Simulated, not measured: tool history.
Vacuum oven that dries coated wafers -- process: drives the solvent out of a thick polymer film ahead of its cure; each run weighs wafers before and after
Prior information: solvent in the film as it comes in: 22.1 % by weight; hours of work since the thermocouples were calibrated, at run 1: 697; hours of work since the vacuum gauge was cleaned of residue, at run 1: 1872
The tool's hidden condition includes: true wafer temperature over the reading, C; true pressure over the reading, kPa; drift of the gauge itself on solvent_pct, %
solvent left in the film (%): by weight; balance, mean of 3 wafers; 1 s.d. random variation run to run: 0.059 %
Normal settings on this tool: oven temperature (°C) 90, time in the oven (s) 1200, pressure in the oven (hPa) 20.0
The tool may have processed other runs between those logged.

run,day,oven temperature (°C),time in the oven (s),pressure in the oven (hPa),hours of work since the thermocouples were calibrated,hours of work since the vacuum gauge was cleaned of residue,solvent left in the film (%)
1,0.000,90,1200,20.0,697,1872,3.04
2,1.617,90,1200,20.0,726,1902,3.18
3,4.312,90,1200,20.0,776,1951,3.02
4,5.712,90,1200,20.0,801,1977,3.04
5,8.488,90,1200,10.6,852,2028,2.55
6,10.429,90,1200,10.6,888,2063,2.52
7,11.671,104,1200,20.0,911,2086,0.98
# day 12.879: vacuum gauge cleaned of residue and calibrated
8,13.633,104,1200,29.0,945,14,1.23
9,14.992,104,1200,65.3,970,39,2.59
10,16.654,104,1200,65.3,1001,69,2.54
11,18.254,79,1200,65.3,1030,98,9.64
12,19.542,102,1200,20.0,1054,122,1.00
13,20.783,90,1200,76.9,1077,145,5.82
14,23.450,90,1200,76.9,1125,194,6.02
15,25.642,90,1200,76.9,1166,234,5.81
16,27.679,90,1200,20.0,1203,271,2.76
17,30.342,102,1200,20.0,1252,320,1.00
18,31.971,102,1200,20.0,1282,350,1.08
19,34.588,90,1200,34.2,1330,398,3.47
20,36.900,90,1200,34.2,1372,440,3.43
21,39.562,90,1200,34.2,1421,489,3.33
22,41.462,90,1200,20.0,1456,524,2.76
23,42.604,90,1200,20.0,1476,545,2.67
24,45.058,90,1200,20.0,1522,590,2.60
25,46.279,76,1620,20.0,1544,612,5.43
26,48.921,90,900,20.0,1592,661,3.79
# day 50.450: oven's thermocouples calibrated
27,50.875,90,900,20.0,8,695,4.54
28,52.092,90,1200,44.3,30,717,4.73
29,53.758,90,1200,44.3,61,748,4.62
30,55.546,83,960,44.3,93,781,8.15
31,57.150,83,960,44.3,123,810,8.28
32,58.812,83,960,44.3,153,840,8.24
33,61.608,88,1200,13.0,205,892,3.32
34,62.933,85,1200,20.0,229,916,4.61
35,64.633,90,1440,61.0,260,947,4.92
36,66.458,90,840,38.5,293,981,5.72
37,68.396,90,1320,31.0,329,1016,3.49
38,69.788,90,1320,31.0,355,1042,3.37
39,71.571,90,1980,48.5,387,1074,3.47
40,74.154,90,1980,48.5,435,1122,3.67
41,76.558,76,840,16.8,479,1166,9.74
42,78.383,87,1200,16.9,512,1199,3.73
43,80.400,87,1020,14.9,549,1236,4.34
44,83.079,100,1920,32.7,598,1285,1.54
45,84.571,100,1920,32.7,625,1313,1.51
46,86.212,100,1920,32.7,656,1343,1.56
47,88.762,100,1920,32.7,702,1390,1.50

For each entry between runs, how does the tool's hidden state at the last listed run before it compare with that at the first listed run after it?
Runs 7 to 8: vacuum gauge cleaned of residue and calibrated (day 12.879)
  true wafer temperature over the reading, C: 1.46 -> 1.53; true pressure over the reading, kPa: 0.421 -> 0.012
  measured value less the no-hidden-state value, solvent left in the film (%): +0.06 -> -0.12
Runs 26 to 27: oven's thermocouples calibrated (day 50.450)
  true wafer temperature over the reading, C: 2.7 -> 0.07; true pressure over the reading, kPa: 0.143 -> 0.15
  measured value less the no-hidden-state value, solvent left in the film (%): -0.75 -> +0.06
